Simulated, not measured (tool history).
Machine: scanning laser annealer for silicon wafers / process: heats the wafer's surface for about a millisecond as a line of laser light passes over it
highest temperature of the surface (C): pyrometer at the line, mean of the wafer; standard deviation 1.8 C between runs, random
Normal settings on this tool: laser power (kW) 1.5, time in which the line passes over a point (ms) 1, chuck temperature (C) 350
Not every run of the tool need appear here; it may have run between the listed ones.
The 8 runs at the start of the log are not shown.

run,day,laser power (kW),time in which the line passes over a point (ms),chuck temperature (C),highest temperature of the surface (C)
# day 3.75: optics aligned, line set to its width
9,4.104,1.5,1,337,1012
10,4.4,1.5,1,337,1019
11,4.758,1.5,1,337,1011
# day 5.175: window over the wafer cleaned
12,5.308,1.5,1,337,1030
13,5.746,1.5,1,337,1031
14,6.342,1.5,1,337,1032
15,6.938,1.5,1,337,1030
16,7.354,1.5,1,337,1028
17,7.658,1.5,1,363,1055
18,7.971,1.5,1,363,1061
19,8.588,1.5,1,363,1056
20,9.192,1.5,1,363,1055
21,9.467,1.5,1,363,1053
22,9.938,1.304,1.06,335,955
23,10.533,1.61,0.75,357,986

Predict the results of run 24:
24,10.942,1.608,1.03,357,?

{"run 24": {"highest temperature of the surface (C)": 1110}}
The same run, on a tool lacking any hidden state, would have yielded highest temperature of the surface (C) 1121.
